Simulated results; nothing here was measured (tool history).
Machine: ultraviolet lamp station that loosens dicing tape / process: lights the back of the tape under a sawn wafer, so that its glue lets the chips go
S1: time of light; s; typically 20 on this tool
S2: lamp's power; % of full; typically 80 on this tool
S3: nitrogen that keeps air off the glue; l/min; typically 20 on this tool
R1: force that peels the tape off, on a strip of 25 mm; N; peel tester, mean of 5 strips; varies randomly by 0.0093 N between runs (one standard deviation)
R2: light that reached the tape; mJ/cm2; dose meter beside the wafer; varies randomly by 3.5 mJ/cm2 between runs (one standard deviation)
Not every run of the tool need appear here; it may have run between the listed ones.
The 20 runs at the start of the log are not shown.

run	day	S1	S2	S3	R1	R2
21	21.325	20	76	20	0.679	477
22	22.188	18	80	7	1.673	448
# day 23.500: window cleaned of glue's vapour
23	23.600	20	67	20	0.864	441
24	24.638	14	97	15	1.019	438
25	25.625	20	61	7	2.230	389
26	27.096	31	91	20	0.105	878
27	27.892	20	86	20	0.503	537
28	28.683	20	75	14	0.935	464
29	29.675	20	75	14	0.969	462
30	30.979	20	93	22	0.396	561
31	32.221	19	71	6	2.157	402
32	32.888	19	71	6	2.341	400
33	34.417	19	71	6	2.421	393
34	35.042	22	80	11	0.979	508
35	36.208	14	80	11	2.278	320
36	37.583	14	80	11	2.405	314
37	38.671	24	80	34	0.345	532
38	39.550	20	62	9	2.425	338
39	40.754	24	76	9	1.187	498
# day 40.962: window cleaned of glue's vapour
40	41.688	16	64	20	1.994	295
41	42.733	16	64	20	2.078	287
42	44.029	31	94	20	0.142	808

Forecast each of these 4 alternatives for the next run:
A	45.075	31	68	21	?	?
B	45.075	32	71	20	?	?
C	45.075	31	73	20	?	?
D	45.075	26	80	20	?	?

run	R1	R2
A	0.389	573
B	0.306	618
C	0.310	615
D	0.408	566
What these runs would have given with no unlogged condition in the tool:
run	R1	R2
A	0.170	752
B	0.131	812
C	0.135	807
D	0.179	743

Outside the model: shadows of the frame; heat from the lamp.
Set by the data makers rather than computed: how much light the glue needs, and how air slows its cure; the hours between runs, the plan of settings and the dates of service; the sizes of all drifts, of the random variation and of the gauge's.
